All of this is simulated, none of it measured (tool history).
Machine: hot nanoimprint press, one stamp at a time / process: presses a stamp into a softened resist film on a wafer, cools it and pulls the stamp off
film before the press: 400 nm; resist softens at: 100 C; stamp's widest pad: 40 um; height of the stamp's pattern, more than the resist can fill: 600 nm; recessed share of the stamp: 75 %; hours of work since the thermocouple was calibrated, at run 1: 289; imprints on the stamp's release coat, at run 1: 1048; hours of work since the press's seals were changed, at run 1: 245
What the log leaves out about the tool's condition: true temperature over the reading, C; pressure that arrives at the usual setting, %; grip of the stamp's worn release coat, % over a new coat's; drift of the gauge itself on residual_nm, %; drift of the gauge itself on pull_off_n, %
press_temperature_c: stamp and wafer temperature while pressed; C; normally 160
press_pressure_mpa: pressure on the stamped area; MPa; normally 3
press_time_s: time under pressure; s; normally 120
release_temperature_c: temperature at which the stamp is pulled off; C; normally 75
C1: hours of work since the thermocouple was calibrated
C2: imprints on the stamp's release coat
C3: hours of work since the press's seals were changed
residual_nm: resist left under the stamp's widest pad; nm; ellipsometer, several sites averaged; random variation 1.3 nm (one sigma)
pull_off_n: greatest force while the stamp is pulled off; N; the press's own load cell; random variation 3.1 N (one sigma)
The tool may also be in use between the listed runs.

run 1 hour=0 | press_temperature_c=160 press_pressure_mpa=3 press_time_s=120 release_temperature_c=75 | C1=289 C2=1048 C3=245 | residual_nm=212 pull_off_n=200
-- hour=34.7 stamp cleaned and given a new release coat
run 2 hour=34.7 | press_temperature_c=160 press_pressure_mpa=3 press_time_s=120 release_temperature_c=75 | C1=305 C2=0 C3=262 | residual_nm=213.1 pull_off_n=153
run 3 hour=63 | press_temperature_c=160 press_pressure_mpa=3 press_time_s=120 release_temperature_c=75 | C1=321 C2=87 C3=278 | residual_nm=213.7 pull_off_n=148
run 4 hour=89.9 | press_temperature_c=160 press_pressure_mpa=3 press_time_s=120 release_temperature_c=75 | C1=337 C2=171 C3=293 | residual_nm=213.6 pull_off_n=162
run 5 hour=110.3 | press_temperature_c=160 press_pressure_mpa=4.45 press_time_s=120 release_temperature_c=75 | C1=348 C2=234 C3=305 | residual_nm=183.7 pull_off_n=158
run 6 hour=133.1 | press_temperature_c=160 press_pressure_mpa=3 press_time_s=120 release_temperature_c=80 | C1=361 C2=305 C3=317 | residual_nm=215.2 pull_off_n=159
run 7 hour=154.3 | press_temperature_c=160 press_pressure_mpa=2.89 press_time_s=120 release_temperature_c=75 | C1=373 C2=371 C3=329 | residual_nm=217 pull_off_n=172
run 8 hour=178.8 | press_temperature_c=160 press_pressure_mpa=2.89 press_time_s=120 release_temperature_c=75 | C1=387 C2=447 C3=343 | residual_nm=216.8 pull_off_n=161
-- hour=194.2 plate thermocouple calibrated
run 9 hour=206.4 | press_temperature_c=160 press_pressure_mpa=3 press_time_s=142 release_temperature_c=75 | C1=7 C2=523 C3=357 | residual_nm=204.7 pull_off_n=175
run 10 hour=230 | press_temperature_c=160 press_pressure_mpa=3 press_time_s=142 release_temperature_c=75 | C1=20 C2=596 C3=371 | residual_nm=207.4 pull_off_n=179
run 11 hour=252.4 | press_temperature_c=160 press_pressure_mpa=3 press_time_s=120 release_temperature_c=75 | C1=33 C2=666 C3=383 | residual_nm=220.6 pull_off_n=181
run 12 hour=277.2 | press_temperature_c=160 press_pressure_mpa=3 press_time_s=120 release_temperature_c=75 | C1=47 C2=742 C3=397 | residual_nm=220.2 pull_off_n=189
run 13 hour=292.2 | press_temperature_c=162 press_pressure_mpa=3 press_time_s=120 release_temperature_c=75 | C1=56 C2=789 C3=406 | residual_nm=197.6 pull_off_n=198
run 14 hour=304.9 | press_temperature_c=162 press_pressure_mpa=3 press_time_s=120 release_temperature_c=75 | C1=63 C2=828 C3=413 | residual_nm=198.1 pull_off_n=193
-- hour=314.8 plate thermocouple calibrated, once more
run 15 hour=329.5 | press_temperature_c=168 press_pressure_mpa=3 press_time_s=120 release_temperature_c=75 | C1=8 C2=895 C3=425 | residual_nm=133.2 pull_off_n=199
run 16 hour=349.2 | press_temperature_c=160 press_pressure_mpa=3 press_time_s=84 release_temperature_c=75 | C1=19 C2=957 C3=436 | residual_nm=231.6 pull_off_n=193
run 17 hour=363.6 | press_temperature_c=160 press_pressure_mpa=3.48 press_time_s=111 release_temperature_c=77 | C1=28 C2=1001 C3=445 | residual_nm=202.1 pull_off_n=189
run 18 hour=385.6 | press_temperature_c=160 press_pressure_mpa=3.48 press_time_s=111 release_temperature_c=77 | C1=40 C2=1070 C3=457 | residual_nm=200.6 pull_off_n=203
-- hour=413.3 stamp cleaned and given a new release coat
run 19 hour=419.9 | press_temperature_c=172 press_pressure_mpa=1.92 press_time_s=120 release_temperature_c=75 | C1=56 C2=20 C3=473 | residual_nm=130.2 pull_off_n=150
run 20 hour=444.8 | press_temperature_c=172 press_pressure_mpa=1.92 press_time_s=120 release_temperature_c=75 | C1=70 C2=97 C3=487 | residual_nm=132.5 pull_off_n=154
run 21 hour=462.7 | press_temperature_c=172 press_pressure_mpa=1.92 press_time_s=120 release_temperature_c=75 | C1=80 C2=153 C3=497 | residual_nm=132.5 pull_off_n=158
run 22 hour=475.4 | press_temperature_c=160 press_pressure_mpa=3 press_time_s=120 release_temperature_c=73 | C1=88 C2=192 C3=505 | residual_nm=210.7 pull_off_n=161
run 23 hour=488.3 | press_temperature_c=151 press_pressure_mpa=3.28 press_time_s=184 release_temperature_c=77 | C1=95 C2=232 C3=512 | residual_nm=276.4 pull_off_n=162
run 24 hour=517.9 | press_temperature_c=160 press_pressure_mpa=3 press_time_s=186 release_temperature_c=77 | C1=112 C2=324 C3=529 | residual_nm=175.7 pull_off_n=163
run 25 hour=532.2 | press_temperature_c=160 press_pressure_mpa=4.76 press_time_s=219 release_temperature_c=72 | C1=120 C2=368 C3=537 | residual_nm=136.6 pull_off_n=175
run 26 hour=546.7 | press_temperature_c=150 press_pressure_mpa=2.15 press_time_s=141 release_temperature_c=72 | C1=128 C2=414 C3=545 | residual_nm=333.1 pull_off_n=171
run 27 hour=567.4 | press_temperature_c=168 press_pressure_mpa=4.06 press_time_s=85 release_temperature_c=75 | C1=140 C2=478 C3=557 | residual_nm=135.4 pull_off_n=166
run 28 hour=583.4 | press_temperature_c=166 press_pressure_mpa=3 press_time_s=120 release_temperature_c=75 | C1=149 C2=527 C3=566 | residual_nm=151.8 pull_off_n=167
run 29 hour=604.5 | press_temperature_c=166 press_pressure_mpa=3 press_time_s=120 release_temperature_c=81 | C1=161 C2=593 C3=578 | residual_nm=152.9 pull_off_n=167
run 30 hour=620.5 | press_temperature_c=171 press_pressure_mpa=3 press_time_s=120 release_temperature_c=74 | C1=170 C2=642 C3=587 | residual_nm=115.3 pull_off_n=180

How the hidden state differs across the entries between the runs, from the last listed run before each to the first after it:
Logged between run 1 and run 2: stamp cleaned and given a new release coat (hour 34.7)
  true temperature over the reading, C: -0.86 -> -0.91; pressure that arrives at the usual setting, %: 99.01 -> 98.93; grip of the stamp's worn release coat, % over a new coat's: 37.2 -> 0
  measured result minus the result with no hidden state, residual_nm: +10.3 -> +11 nm; pull_off_n: +55 -> +1 N
Logged between run 8 and run 9: plate thermocouple calibrated (hour 194.2)
  true temperature over the reading, C: -1.13 -> -1.42; pressure that arrives at the usual setting, %: 98.44 -> 98.36; grip of the stamp's worn release coat, % over a new coat's: 15.4 -> 18.1
  measured result minus the result with no hidden state, residual_nm: +13.7 -> +16.7 nm; pull_off_n: +23 -> +28 N
Logged between run 14 and run 15: plate thermocouple calibrated, once more (hour 314.8)
  true temperature over the reading, C: -1.57 -> -0.18; pressure that arrives at the usual setting, %: 98.05 -> 97.98; grip of the stamp's worn release coat, % over a new coat's: 29.1 -> 31.5
  measured result minus the result with no hidden state, residual_nm: +17.8 -> +2.6 nm; pull_off_n: +45 -> +48 N
Logged between run 18 and run 19: stamp cleaned and given a new release coat (hour 413.3)
  true temperature over the reading, C: -0.27 -> -0.31; pressure that arrives at the usual setting, %: 97.79 -> 97.7; grip of the stamp's worn release coat, % over a new coat's: 38 -> 0.7
  measured result minus the result with no hidden state, residual_nm: +5 -> +3.1 nm; pull_off_n: +56 -> +2 N
